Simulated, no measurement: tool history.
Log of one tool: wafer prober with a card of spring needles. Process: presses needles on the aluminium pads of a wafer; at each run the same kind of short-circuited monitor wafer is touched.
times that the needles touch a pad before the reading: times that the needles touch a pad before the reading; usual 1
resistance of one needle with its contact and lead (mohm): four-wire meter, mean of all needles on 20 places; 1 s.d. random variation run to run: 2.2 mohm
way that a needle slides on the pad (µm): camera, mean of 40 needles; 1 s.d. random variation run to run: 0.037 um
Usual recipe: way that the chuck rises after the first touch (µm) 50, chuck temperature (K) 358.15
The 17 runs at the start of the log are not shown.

run,hour,way that the chuck rises after the first touch (µm),chuck temperature (K),times that the needles touch a pad before the reading,resistance of one needle with its contact and lead (mohm),way that a needle slides on the pad (µm)
# hour 130.4: tips cleaned on abrasive film
18,130.4,40,379.15,1,253,6.64
# hour 139.0: tips cleaned on abrasive film
19,139.0,40,306.15,1,233,6.64
20,143.8,40,343.15,1,243,6.66
# hour 147.4: tips cleaned on abrasive film
21,152.4,40,343.15,1,240,6.67
# hour 156.4: tips cleaned on abrasive film
22,162.8,59,382.15,1,245,9.89
# hour 165.2: tips cleaned on abrasive film
23,173.4,59,382.15,1,237,9.87
# hour 174.0: tips cleaned on abrasive film
24,180.8,59,382.15,1,244,9.92
# hour 182.4: tips cleaned on abrasive film
25,189.6,40,332.15,3,239,6.76
# hour 191.2: tips cleaned on abrasive film
# hour 199.6: tips cleaned on abrasive film
26,199.7,35,355.15,2,252,5.87
# hour 208.0: tips cleaned on abrasive film
27,210.0,44,355.15,3,246,7.37
# hour 216.6: tips cleaned on abrasive film
28,216.8,44,355.15,3,246,7.47

Estimate the outcome of run 29 from the log above:
29,223.5,65,332.15,3,?,?

Run 29 produced resistance of one needle with its contact and lead (mohm) 229, way that a needle slides on the pad (µm) 11.03.
Without the tool's hidden state the same run would have given resistance of one needle with its contact and lead (mohm) 229, way that a needle slides on the pad (µm) 10.71.

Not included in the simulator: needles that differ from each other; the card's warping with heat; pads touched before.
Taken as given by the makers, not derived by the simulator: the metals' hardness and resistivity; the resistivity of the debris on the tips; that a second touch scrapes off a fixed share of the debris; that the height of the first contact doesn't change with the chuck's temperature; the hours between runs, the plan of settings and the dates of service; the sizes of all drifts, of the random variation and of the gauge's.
